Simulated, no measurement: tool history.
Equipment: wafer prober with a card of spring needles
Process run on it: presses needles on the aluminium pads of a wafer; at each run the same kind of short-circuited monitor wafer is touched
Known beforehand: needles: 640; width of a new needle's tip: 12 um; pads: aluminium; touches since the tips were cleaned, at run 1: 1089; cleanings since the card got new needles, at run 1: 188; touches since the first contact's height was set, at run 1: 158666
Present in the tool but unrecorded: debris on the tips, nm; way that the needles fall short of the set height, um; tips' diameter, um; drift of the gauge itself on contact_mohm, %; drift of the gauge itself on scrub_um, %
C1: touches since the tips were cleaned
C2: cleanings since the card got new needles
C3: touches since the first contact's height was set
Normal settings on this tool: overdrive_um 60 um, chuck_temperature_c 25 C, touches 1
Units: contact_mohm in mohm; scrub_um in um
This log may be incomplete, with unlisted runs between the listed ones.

run 1 day=0 | overdrive_um=60 chuck_temperature_c=25 touches=1 | C1=1089 C2=188 C3=158666 | contact_mohm=190 scrub_um=9.55
-- day=0.142 tips cleaned on abrasive film
-- day=0.421 tips cleaned on abrasive film
-- day=0.767 tips cleaned on abrasive film
-- day=1.112 tips cleaned on abrasive film
run 2 day=1.117 | overdrive_um=60 chuck_temperature_c=29 touches=1 | C1=18 C2=192 C3=165371 | contact_mohm=177 scrub_um=9.66
-- day=1.396 tips cleaned on abrasive film
-- day=1.675 tips cleaned on abrasive film
-- day=2.021 tips cleaned on abrasive film
-- day=2.367 tips cleaned on abrasive film
-- day=2.646 tips cleaned on abrasive film
-- day=2.958 tips cleaned on abrasive film
run 3 day=2.958 | overdrive_um=60 chuck_temperature_c=25 touches=1 | C1=0 C2=198 C3=176438 | contact_mohm=177 scrub_um=9.74
-- day=3.304 tips cleaned on abrasive film
-- day=3.583 tips cleaned on abrasive film
-- day=3.862 tips cleaned on abrasive film
run 4 day=4.096 | overdrive_um=60 chuck_temperature_c=25 touches=1 | C1=1428 C2=201 C3=183299 | contact_mohm=193 scrub_um=9.5
-- day=4.171 tips cleaned on abrasive film
-- day=4.45 tips cleaned on abrasive film
-- day=4.529 height of the first contact set anew
-- day=4.738 tips cleaned on abrasive film
-- day=5.017 tips cleaned on abrasive film
-- day=5.296 tips cleaned on abrasive film
-- day=5.575 tips cleaned on abrasive film
-- day=5.921 tips cleaned on abrasive film
-- day=6.271 tips cleaned on abrasive film
run 5 day=6.279 | overdrive_um=48 chuck_temperature_c=25 touches=1 | C1=57 C2=209 C3=10507 | contact_mohm=179 scrub_um=8.64
-- day=6.558 tips cleaned on abrasive film
-- day=6.904 tips cleaned on abrasive film
-- day=7.183 tips cleaned on abrasive film
-- day=7.529 tips cleaned on abrasive film
-- day=7.808 tips cleaned on abrasive film
-- day=8.158 tips cleaned on abrasive film
run 6 day=8.354 | overdrive_um=60 chuck_temperature_c=50 touches=1 | C1=1201 C2=215 C3=22995 | contact_mohm=194 scrub_um=10.59
-- day=8.496 tips cleaned on abrasive film
-- day=8.775 tips cleaned on abrasive film
-- day=9.121 tips cleaned on abrasive film
-- day=9.467 tips cleaned on abrasive film
run 7 day=9.467 | overdrive_um=60 chuck_temperature_c=50 touches=1 | C1=0 C2=219 C3=29676 | contact_mohm=178 scrub_um=10.66
-- day=9.746 tips cleaned on abrasive film
-- day=10.025 tips cleaned on abrasive film
-- day=10.304 tips cleaned on abrasive film
-- day=10.579 tips cleaned on abrasive film
-- day=10.858 tips cleaned on abrasive film
run 8 day=11.017 | overdrive_um=59 chuck_temperature_c=50 touches=1 | C1=968 C2=224 C3=39004 | contact_mohm=194 scrub_um=10.6
-- day=11.158 tips cleaned on abrasive film
-- day=11.438 tips cleaned on abrasive film
-- day=11.788 tips cleaned on abrasive film
-- day=12.133 tips cleaned on abrasive film
-- day=12.412 tips cleaned on abrasive film
-- day=12.696 tips cleaned on abrasive film
run 9 day=12.696 | overdrive_um=43 chuck_temperature_c=50 touches=1 | C1=0 C2=230 C3=49080 | contact_mohm=188 scrub_um=7.77
-- day=12.975 tips cleaned on abrasive film
-- day=13.254 tips cleaned on abrasive film
-- day=13.533 tips cleaned on abrasive film
run 10 day=13.679 | overdrive_um=60 chuck_temperature_c=118 touches=2 | C1=901 C2=233 C3=55001 | contact_mohm=200 scrub_um=10.39
-- day=13.821 tips cleaned on abrasive film
-- day=14.1 tips cleaned on abrasive film
-- day=14.379 tips cleaned on abrasive film
-- day=14.658 tips cleaned on abrasive film
-- day=15.004 tips cleaned on abrasive film
run 11 day=15.175 | overdrive_um=50 chuck_temperature_c=25 touches=1 | C1=1047 C2=238 C3=63985 | contact_mohm=200 scrub_um=8.51

What does the tool deliver on the next run?
-- day=15.317 tips cleaned on abrasive film
-- day=15.596 tips cleaned on abrasive film
-- day=15.942 tips cleaned on abrasive film
-- day=16.292 tips cleaned on abrasive film
-- day=16.571 tips cleaned on abrasive film
run 12 day=16.658 | overdrive_um=60 chuck_temperature_c=25 touches=3 | C1=549 C2=243 C3=72894 | contact_mohm=? scrub_um=?

contact_mohm: 177 mohm
scrub_um: 10.34 um
Were there no unlogged condition in the tool, this run, its random variation unchanged, would have produced contact_mohm 168 mohm, scrub_um 10.87 um.
